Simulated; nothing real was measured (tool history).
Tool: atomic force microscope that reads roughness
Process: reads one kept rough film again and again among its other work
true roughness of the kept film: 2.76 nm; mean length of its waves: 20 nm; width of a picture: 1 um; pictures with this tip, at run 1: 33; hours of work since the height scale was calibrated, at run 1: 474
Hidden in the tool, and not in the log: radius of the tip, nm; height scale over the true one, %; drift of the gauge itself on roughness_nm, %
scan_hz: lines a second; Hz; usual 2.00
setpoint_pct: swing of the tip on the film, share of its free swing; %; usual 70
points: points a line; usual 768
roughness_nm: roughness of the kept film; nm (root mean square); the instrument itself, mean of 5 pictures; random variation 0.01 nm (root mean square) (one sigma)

run	hour	scan_hz	setpoint_pct	points	pictures with this tip	hours of work since the height scale was calibrated	roughness_nm
1	0.0	2.00	70	768	33	474	2.153
2	27.1	2.00	70	768	93	493	2.013
3	45.5	2.00	70	768	134	506	1.939
4	63.5	0.54	70	768	173	519	1.953
5	82.4	1.30	70	768	215	533	1.831
6	97.0	1.30	70	456	248	544	1.769
7	117.7	1.30	70	456	293	559	1.672
8	141.0	2.03	70	768	345	576	1.584
# hour 156.1: new tip fitted
9	163.7	2.03	79	768	17	592	2.147
10	192.7	2.00	70	768	81	613	2.047
11	211.1	2.00	70	768	122	626	1.968
12	241.8	2.00	70	768	190	648	1.823
13	258.2	0.96	70	768	226	660	1.822
14	281.3	1.09	70	768	277	677	1.725
15	303.4	1.09	70	768	326	693	1.629
# hour 326.5: new tip fitted
16	331.1	2.00	70	768	10	712	2.267
17	358.3	2.00	70	768	70	732	2.119
18	377.5	2.00	70	768	112	746	2.028
19	400.0	2.00	70	768	162	762	1.906
20	428.3	2.00	70	768	225	783	1.790
21	442.1	2.00	70	371	255	793	1.706
22	464.8	0.67	61	768	306	809	1.751
23	485.2	2.00	70	389	351	824	1.573
# hour 495.9: new tip fitted
24	499.2	2.00	70	389	8	834	2.214
25	521.1	1.57	87	416	56	850	1.980
# hour 523.7: height scale calibrated on a step standard
26	547.8	3.08	77	258	113	17	1.801
27	563.7	2.00	86	336	148	29	1.760
28	583.4	1.44	89	768	191	43	1.749
29	603.1	1.44	89	768	235	57	1.680
30	622.4	1.44	89	940	278	71	1.608
31	637.9	0.81	72	980	312	83	1.704
# hour 650.5: height scale calibrated on a step standard, once more
32	661.7	1.14	86	566	362	8	1.522
# hour 668.4: new tip fitted
33	686.0	1.14	86	566	39	25	2.134
34	703.3	1.10	89	768	77	38	2.026
35	729.0	1.10	89	768	134	57	1.891
36	748.3	1.10	89	768	177	70	1.800
37	767.4	2.15	70	379	219	84	1.743
38	787.5	2.15	70	379	263	99	1.671
39	818.9	1.55	70	258	333	122	1.564

How the hidden state differs across the entries between the runs, from the last listed run before each to the first after it:
Between runs 8 and 9: new tip fitted (hour 156.1)
  radius of the tip, nm: 23.5 -> 6.3; height scale over the true one, %: 0.5 -> 0.52
  measured less the result without the state, roughness_nm: -0.691 -> -0.055 nm (root mean square)
Between runs 15 and 16: new tip fitted (hour 326.5)
  radius of the tip, nm: 23.2 -> 5.5; height scale over the true one, %: 0.62 -> 0.65
  measured less the result without the state, roughness_nm: -0.700 -> -0.015 nm (root mean square)
Between runs 23 and 24: new tip fitted (hour 495.9)
  radius of the tip, nm: 23.3 -> 5.9; height scale over the true one, %: 0.76 -> 0.78
  measured less the result without the state, roughness_nm: -0.675 -> -0.032 nm (root mean square)
Between runs 25 and 26: height scale calibrated on a step standard (hour 523.7)
  radius of the tip, nm: 8.5 -> 11.6; height scale over the true one, %: 0.79 -> 0.93
  measured less the result without the state, roughness_nm: -0.149 -> -0.264 nm (root mean square)
Between runs 31 and 32: height scale calibrated on a step standard, once more (hour 650.5)
  radius of the tip, nm: 21.6 -> 24.3; height scale over the true one, %: 1 -> -0.01
  measured less the result without the state, roughness_nm: -0.655 -> -0.704 nm (root mean square)
Between runs 32 and 33: new tip fitted (hour 668.4)
  radius of the tip, nm: 24.3 -> 7.2; height scale over the true one, %: -0.01 -> 0.01
  measured less the result without the state, roughness_nm: -0.704 -> -0.114 nm (root mean square)

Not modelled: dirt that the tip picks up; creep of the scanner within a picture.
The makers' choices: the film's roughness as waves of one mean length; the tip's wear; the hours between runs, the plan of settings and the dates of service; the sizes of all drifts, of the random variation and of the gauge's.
